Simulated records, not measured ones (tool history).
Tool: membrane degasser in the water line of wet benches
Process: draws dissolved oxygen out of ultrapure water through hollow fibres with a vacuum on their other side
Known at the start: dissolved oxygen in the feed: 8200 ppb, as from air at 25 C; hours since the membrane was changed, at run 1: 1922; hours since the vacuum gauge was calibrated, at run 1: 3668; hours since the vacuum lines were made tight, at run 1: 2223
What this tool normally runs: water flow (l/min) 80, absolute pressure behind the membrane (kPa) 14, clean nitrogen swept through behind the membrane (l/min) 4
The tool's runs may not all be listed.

run	hour	water flow (l/min)	absolute pressure behind the membrane (kPa)	clean nitrogen swept through behind the membrane (l/min)	hours since the membrane was changed	hours since the vacuum gauge was calibrated	hours since the vacuum lines were made tight	dissolved oxygen in the water behind the degasser (ppb)	pressure that the water loses in the fibres (kPa)
1	0	80	14	4	1922	3668	2223	552.9	44.39
2	34.6	80	14	4	1957	3702	2258	553.2	44.52
3	67.9	80	9.4	4	1990	3735	2291	371.6	44.71
4	90.9	80	17.4	4	2013	3758	2314	688	44.35
5	140.6	80	17.4	4	2063	3808	2364	688.2	44.21
6	183.4	80	8.8	4	2105	3851	2407	345.9	44.29
7	215.7	80	8.8	4	2138	3883	2439	344.4	44.15
8	243.7	85	14	4	2166	3911	2467	592	47.05
9	267.7	85	14	4	2190	3935	2491	581.8	46.43
10	316.8	85	14	4	2239	3984	2540	596.8	46.5
11	360.3	85	14	4	2282	4028	2584	593.2	46.8
12	413.1	85	14	4	2335	4081	2636	599.3	46.21
13	454.6	80	14	3.29	2377	4122	2678	634.2	43.92
14	504.1	72	25.9	8.46	2426	4172	2727	512.2	39.37
15	532.1	80	27.2	4	2454	4200	2755	1041.4	43.58
16	563.5	80	31.9	6.88	2485	4231	2787	796.3	43.54
17	616.9	80	31.9	6.88	2539	4284	2840	815.3	43.3
18	644.6	80	31.9	9.39	2567	4312	2868	650.9	43.76
19	698.2	53	14	7.61	2620	4366	2921	210.7	29.02
20	723.6	75	13.8	1.63	2646	4391	2947	942.3	40.56
21	751.7	62	14.1	2.27	2674	4419	2975	650.7	33.46
# hour 760.1: gauge calibrated
22	807.1	51	10.4	6.23	2729	4475	3030	166.5	28.17
23	835.4	51	10.4	6.23	2757	4503	3059	165.9	27.96
24	861	51	16.1	2.54	2783	4529	3084	568	28.44
25	885.8	80	9.9	9.99	2808	4553	3109	233.3	44.22
26	933.3	80	9.9	9.99	2855	4601	3157	231.5	43.98

Predict each of these 3 candidate next runs independently; none follows another, all start after run 26:
A	959.1	80	11.2	9.99	2881	4627	3182	?	?
B	959.1	88	14	4	2881	4627	3182	?	?
C	959.1	80	32	4.52	2881	4627	3182	?	?

run	dissolved oxygen in the water behind the degasser (ppb)	pressure that the water loses in the fibres (kPa)
A	256.1	44.1
B	621.8	48.13
C	1095.3	44.26
Without the tool's hidden state the same runs would have given:
run	dissolved oxygen in the water behind the degasser (ppb)	pressure that the water loses in the fibres (kPa)
A	255.9	44.42
B	621.4	48.48
C	1095	44.58
